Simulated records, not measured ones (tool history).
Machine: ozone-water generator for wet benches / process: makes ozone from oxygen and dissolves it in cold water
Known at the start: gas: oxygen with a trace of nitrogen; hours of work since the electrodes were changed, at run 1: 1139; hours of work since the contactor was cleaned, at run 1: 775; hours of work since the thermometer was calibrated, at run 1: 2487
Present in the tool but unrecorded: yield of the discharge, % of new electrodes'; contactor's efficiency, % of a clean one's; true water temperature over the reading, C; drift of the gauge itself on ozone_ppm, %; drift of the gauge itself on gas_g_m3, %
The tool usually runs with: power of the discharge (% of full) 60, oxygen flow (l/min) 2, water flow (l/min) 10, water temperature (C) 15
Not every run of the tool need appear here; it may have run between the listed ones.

run	hour	power of the discharge (% of full)	oxygen flow (l/min)	water flow (l/min)	water temperature (C)	hours of work since the electrodes were changed	hours of work since the contactor was cleaned	hours of work since the thermometer was calibrated	dissolved ozone (ppm)	ozone in the gas ahead of the water (g/m3)
1	0	60	2	10	15	1139	775	2487	15.5	220.2
2	45.9	99	2	10	15	1181	817	2529	21.4	302.5
3	81.1	60	2	10	9	1212	848	2560	16.4	218.9
4	108.9	60	2	10	9	1237	873	2585	16.7	217.6
5	170.7	60	2	14	15	1293	929	2641	10.6	215.4
6	204.2	60	2	10	15	1323	959	2671	15.4	216
7	253.8	60	2	10	15	1368	1004	2716	15.2	214.4
8	308.1	60	2	10	15	1416	1052	2764	15.3	215.6
9	361.2	60	2	10	15	1464	1100	2812	15.1	214.8
10	406.9	60	2	10	15	1505	1141	2853	15.3	215
11	447.2	60	2	10	15	1542	1178	2890	15	212.7
12	488.3	59	2	10	15	1579	1215	2926	15	212.3
13	544.4	60	2	10	15	1629	1265	2977	15.2	214.2
14	584.8	43	1.8	10	22	1665	1301	3013	10.9	175.5
15	632.2	100	1.8	10	9	1708	1344	3056	21.2	307
16	688.8	72	3.44	7	15	1759	1395	3107	25.6	198.6
17	726.1	72	3.44	7	15	1792	1428	3140	25.2	197.2
18	787.2	72	3.44	7	15	1847	1483	3195	25.4	196
19	844.6	60	2	16	15	1899	1535	3247	8.9	210.8
20	875.7	46	2	16	21	1927	1563	3275	7.1	177.5
21	936.4	46	2	16	21	1982	1618	3330	6.9	177.2
22	980.9	81	2	12	18	2022	1658	3370	14	250.5
23	1006.9	55	2	10	9	2045	1681	3393	14.8	195.4
24	1068.1	55	2	10	9	2100	1736	3448	14.9	197.2
25	1128.5	60	3.38	15	10	2154	1790	3502	11.5	172.6
26	1180.4	60	3.38	15	10	2201	1837	3549	11.8	173.6

Predict each of these 4 candidate next runs independently; none follows another, all start after run 26:
A	1232.6	60	2	12	15	2248	1884	3596	?	?
B	1232.6	60	2	11	16	2248	1884	3596	?	?
C	1232.6	60	3.38	14	15	2248	1884	3596	?	?
D	1232.6	41	2.11	9	10	2248	1884	3596	?	?

run	dissolved ozone (ppm)	ozone in the gas ahead of the water (g/m3)
A	11.7	205.7
B	12.9	207.3
C	11.7	174
D	13.5	160.5
Without the tool's unlogged condition, the same runs would have read:
run	dissolved ozone (ppm)	ozone in the gas ahead of the water (g/m3)
A	13.5	228.8
B	14.8	230.5
C	13.5	193.4
D	15.1	173.3
